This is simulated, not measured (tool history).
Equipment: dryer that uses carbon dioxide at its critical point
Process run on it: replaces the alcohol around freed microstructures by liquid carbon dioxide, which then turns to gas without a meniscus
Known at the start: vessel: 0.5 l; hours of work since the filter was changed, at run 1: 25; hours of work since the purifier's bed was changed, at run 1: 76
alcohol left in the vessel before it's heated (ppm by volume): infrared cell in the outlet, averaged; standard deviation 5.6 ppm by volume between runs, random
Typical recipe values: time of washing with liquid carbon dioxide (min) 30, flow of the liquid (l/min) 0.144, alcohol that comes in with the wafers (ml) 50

| run | day | time of washing with liquid carbon dioxide (min) | flow of the liquid (l/min) | alcohol that comes in with the wafers (ml) | hours of work since the filter was changed | hours of work since the purifier's bed was changed | alcohol left in the vessel before it's heated (ppm by volume) |
|---|---|---|---|---|---|---|---|
| 1 | 0.000 | 30 | 0.144 | 50 | 25 | 76 | 214 |
| 2 | 0.558 | 30 | 0.144 | 50 | 29 | 81 | 217 |
| 3 | 1.342 | 30 | 0.144 | 50 | 36 | 88 | 213 |
| 4 | 1.900 | 30 | 0.094 | 50 | 41 | 92 | 1844 |
| 5 | 2.546 | 30 | 0.094 | 50 | 46 | 98 | 1876 |
| 6 | 3.046 | 30 | 0.144 | 50 | 50 | 102 | 234 |
| 7 | 3.425 | 46 | 0.214 | 48 | 54 | 105 | 34 |
| 8 | 3.883 | 46 | 0.214 | 48 | 58 | 109 | 35 |
| 9 | 4.550 | 46 | 0.214 | 48 | 63 | 115 | 48 |
| 10 | 5.038 | 20 | 0.111 | 40 | 67 | 119 | 3417 |
| 11 | 5.529 | 30 | 0.107 | 70 | 71 | 123 | 1547 |

Predict each of these 5 candidate next runs independently; none follows another, all start after run 11:
| A | 5.942 | 27 | 0.087 | 84 | 75 | 127 | ? |
| B | 5.942 | 38 | 0.120 | 38 | 75 | 127 | ? |
| C | 5.942 | 24 | 0.165 | 50 | 75 | 127 | ? |
| D | 5.942 | 30 | 0.133 | 59 | 75 | 127 | ? |
| E | 5.942 | 33 | 0.094 | 74 | 75 | 127 | ? |

| run | alcohol left in the vessel before it's heated (ppm by volume) |
|---|---|
| A | 6350 |
| B | 168 |
| C | 351 |
| D | 440 |
| E | 1934 |
What these runs would have given with no unlogged condition in the tool:
| run | alcohol left in the vessel before it's heated (ppm by volume) |
|---|---|
| A | 5781 |
| B | 105 |
| C | 263 |
| D | 341 |
| E | 1684 |
